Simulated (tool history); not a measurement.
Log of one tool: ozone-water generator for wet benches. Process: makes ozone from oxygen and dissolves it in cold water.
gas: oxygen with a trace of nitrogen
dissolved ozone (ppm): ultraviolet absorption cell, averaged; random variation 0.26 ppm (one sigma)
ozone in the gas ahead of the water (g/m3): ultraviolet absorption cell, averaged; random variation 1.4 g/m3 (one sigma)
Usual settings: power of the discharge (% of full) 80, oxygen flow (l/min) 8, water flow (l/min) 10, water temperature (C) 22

| run | hour | power of the discharge (% of full) | oxygen flow (l/min) | water flow (l/min) | water temperature (C) | dissolved ozone (ppm) | ozone in the gas ahead of the water (g/m3) |
|---|---|---|---|---|---|---|---|
| 1 | 0 | 80 | 8 | 10 | 22 | 38.5 | 259.4 |
| 2 | 70.8 | 80 | 8 | 10 | 22 | 38 | 260.2 |
| 3 | 149 | 80 | 8 | 10 | 22 | 38.1 | 258.5 |
| 4 | 226.8 | 80 | 8 | 10 | 22 | 38.4 | 258.5 |
| 5 | 263.6 | 80 | 6.74 | 10 | 22 | 39.5 | 279.7 |
| 6 | 317.2 | 80 | 6.74 | 10 | 22 | 40.2 | 280.1 |
| 7 | 359.4 | 80 | 8 | 10 | 22 | 37.5 | 255.8 |
| 8 | 416.9 | 80 | 8 | 14 | 22 | 30.8 | 256.5 |

Run 9 comes next. What will it give?
|  | 422.5 | water thermometer calibrated |
| 9 | 491.4 | 46 | 4.28 | 14 | 20 | ? | ? |

{"run 9": {"dissolved ozone (ppm)": 25.1, "ozone in the gas ahead of the water (g/m3)": 263}}
Without the tool's hidden state the same run would have given dissolved ozone (ppm) 26.8, ozone in the gas ahead of the water (g/m3) 269.9.
